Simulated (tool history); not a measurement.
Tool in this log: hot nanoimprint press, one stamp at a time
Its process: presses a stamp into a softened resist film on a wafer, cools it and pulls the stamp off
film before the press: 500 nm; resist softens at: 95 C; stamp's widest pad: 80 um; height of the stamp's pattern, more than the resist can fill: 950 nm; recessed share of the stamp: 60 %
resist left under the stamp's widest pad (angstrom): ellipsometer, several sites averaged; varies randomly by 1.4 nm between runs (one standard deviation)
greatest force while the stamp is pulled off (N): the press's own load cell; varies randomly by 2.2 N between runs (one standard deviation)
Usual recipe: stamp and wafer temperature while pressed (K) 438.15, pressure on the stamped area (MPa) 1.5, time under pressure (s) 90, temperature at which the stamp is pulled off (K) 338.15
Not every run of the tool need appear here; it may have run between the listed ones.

run	hour	stamp and wafer temperature while pressed (K)	pressure on the stamped area (MPa)	time under pressure (s)	temperature at which the stamp is pulled off (K)	resist left under the stamp's widest pad (angstrom)	greatest force while the stamp is pulled off (N)
1	0	438.15	1.5	90	338.15	2092	98
2	27.9	438.15	1.5	90	338.15	2072	93
3	86.9	438.15	1.5	90	338.15	2095	97
4	118.6	438.15	1.5	90	338.15	2092	98
5	170.8	449.15	1.5	90	338.15	1261	96
6	203.8	438.15	1.5	90	338.15	2092	101
7	265.2	438.15	1.5	90	338.15	2105	102
# hour 298.7: stamp cleaned and given a new release coat
8	300.1	438.15	1.5	90	338.15	2089	94
9	331.7	438.15	1.5	90	338.15	2107	99
# hour 382.3: plate thermocouple calibrated
10	389.7	438.15	1.5	90	338.15	2076	96
11	437.1	438.15	1.5	90	338.15	2095	102
12	497.4	438.15	1.5	90	336.15	2118	99
13	555	438.15	1.5	90	336.15	2099	102
14	586	438.15	1.5	90	344.15	2095	88
# hour 597.8: stamp cleaned and given a new release coat
15	643.5	438.15	1.5	90	344.15	2094	89
16	687.2	438.15	2.36	132	341.15	1433	90
17	727.8	438.15	2.36	132	341.15	1418	92
18	769.8	438.15	1.13	132	340.15	2119	91
19	806.9	436.15	2.23	132	340.15	1605	95
20	868	443.15	2.31	90	328.15	1289	111
# hour 895.8: stamp cleaned and given a new release coat
21	911.5	438.15	1.5	90	328.15	2084	109
22	937.2	438.15	1.5	90	328.15	2107	111
23	967.7	445.15	1.5	74	338.15	1621	99
24	1012.5	448.15	1.5	90	338.15	1337	95
25	1075.4	438.15	0.92	90	338.15	2683	94
26	1113.7	441.15	1.5	164	338.15	1455	101
27	1176.9	441.15	1.33	164	323.15	1588	126
# hour 1191.3: stamp cleaned and given a new release coat
28	1218.4	441.15	1.33	164	323.15	1538	118
# hour 1251.7: plate thermocouple calibrated
29	1253.3	442.15	1.35	143	340.15	1551	92

Alternative continuations, all from the tool just after run 29; predict every row:
A	1284.2	440.15	1.5	49	332.15	?	?
B	1284.2	442.15	1.35	66	340.15	?	?
C	1284.2	443.15	1.58	90	338.15	?	?
D	1284.2	442.15	2.36	143	340.15	?	?
E	1284.2	442.15	1.35	143	325.15	?	?

run	resist left under the stamp's widest pad (angstrom)	greatest force while the stamp is pulled off (N)
A	2372	106
B	2046	93
C	1603	98
D	1122	96
E	1557	119
Take away the tool's hidden state, keep each run's random variation, and the runs would have read:
run	resist left under the stamp's widest pad (angstrom)	greatest force while the stamp is pulled off (N)
A	2371	106
B	2045	92
C	1602	98
D	1122	96
E	1557	119
